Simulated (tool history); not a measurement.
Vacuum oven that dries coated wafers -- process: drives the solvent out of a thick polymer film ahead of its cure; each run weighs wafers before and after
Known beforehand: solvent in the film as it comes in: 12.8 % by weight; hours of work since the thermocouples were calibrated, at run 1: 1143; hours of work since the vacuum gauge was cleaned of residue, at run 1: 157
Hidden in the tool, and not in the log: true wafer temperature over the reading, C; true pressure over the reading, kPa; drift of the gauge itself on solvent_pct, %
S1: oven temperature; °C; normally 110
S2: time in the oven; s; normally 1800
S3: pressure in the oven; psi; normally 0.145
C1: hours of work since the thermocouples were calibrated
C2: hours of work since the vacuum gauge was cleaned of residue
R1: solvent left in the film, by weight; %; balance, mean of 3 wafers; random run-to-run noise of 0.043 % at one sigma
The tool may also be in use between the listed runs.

run	day	S1	S2	S3	C1	C2	R1
1	0	110	1800	0.145	1143	157	2.16
2	1.067	110	1800	0.145	1154	168	2.2
3	2.308	107	1800	0.145	1167	181	2.87
4	3.179	107	1800	0.145	1176	190	2.75
5	4.879	110	1800	0.303	1193	207	2.71
6	6.658	110	1800	0.145	1212	226	2.19
7	7.792	110	1800	0.145	1223	237	2.18
8	8.646	110	1020	0.145	1232	246	4.13
# day 8.85: oven's thermocouples calibrated
9	10.246	110	2340	0.145	14	262	1.54
10	11.275	110	1260	0.145	25	272	3.5
11	13.05	110	1260	0.145	43	291	3.51
12	14.317	110	1260	0.145	56	304	3.46
13	15.312	110	1260	0.145	67	314	3.54
14	16.646	110	1260	0.145	80	328	3.49
15	17.638	110	1680	0.145	91	338	2.51
16	18.65	110	1680	0.145	101	349	2.58
# day 19.242: oven's thermocouples calibrated, once more
17	20.483	110	1680	0.145	13	367	2.03
18	21.642	110	1680	0.145	25	379	2.07
19	23.367	110	1680	0.145	43	396	2.03
20	24.479	110	1680	0.145	54	408	2.03
21	25.542	106	1800	0.145	65	419	2.58
22	26.646	106	1800	0.145	76	430	2.64
23	27.75	110	1800	0.534	88	442	2.99
24	29.208	110	1860	0.2	103	457	2.01
25	30.35	110	1860	0.2	115	469	2.02
26	31.762	97	1860	0.2	129	483	4.83
27	32.646	116	2040	0.2	138	492	1
28	33.612	116	2040	0.2	148	502	0.99
29	34.729	116	2040	0.2	160	514	1
30	35.938	122	2640	0.2	172	526	0.54
31	37.325	121	2040	0.569	187	541	1.49
32	38.558	110	1800	0.102	199	553	1.75
33	39.492	110	1800	0.102	209	563	1.74
34	41.188	110	1800	0.482	227	580	2.84
35	42.279	110	1020	0.199	238	592	3.95
36	43.488	124	2520	0.529	250	604	1.25
37	45.142	110	1140	0.117	267	621	3.25
38	46.904	111	1860	0.145	286	639	1.63
39	48.579	111	1860	0.145	303	657	1.68
40	49.417	110	1800	0.087	311	665	1.72
41	50.904	110	1200	0.46	327	681	3.96
42	52.025	102	1260	0.161	338	692	4.86
43	52.929	115	1140	0.145	348	702	2.39
44	54.242	115	1140	0.145	361	715	2.28
45	55.642	115	1140	0.145	376	730	2.29

Some steps in R1, run to run, broken into two amounts with sign: the step expected even without the hidden condition (settings, incoming material, random variation), and the rest, left for the hidden condition together with whatever gauge scatter is not in both the measured and the hidden-condition-free result:
Run 7 -> 8: S2 1800 -> 1020. R1 +1.95 %: hidden state +0.07, all else +1.88.
Run 9 -> 10: S2 2340 -> 1260. R1 +1.96 %: hidden state +0.16, all else +1.8.
Run 16 -> 17: oven's thermocouples calibrated, once more. R1 -0.55 %: hidden state -0.51, all else -0.04.
Run 25 -> 26: S1 110 -> 97. R1 +2.81 %: hidden state -0.02, all else +2.83.
Run 26 -> 27: S1 97 -> 116, S2 1860 -> 2040. R1 -3.83 %: hidden state +0.05, all else -3.88.
Run 35 -> 36: S1 110 -> 124, S2 1020 -> 2520, S3 0.199 -> 0.529. R1 -2.7 %: hidden state +0.03, all else -2.73.

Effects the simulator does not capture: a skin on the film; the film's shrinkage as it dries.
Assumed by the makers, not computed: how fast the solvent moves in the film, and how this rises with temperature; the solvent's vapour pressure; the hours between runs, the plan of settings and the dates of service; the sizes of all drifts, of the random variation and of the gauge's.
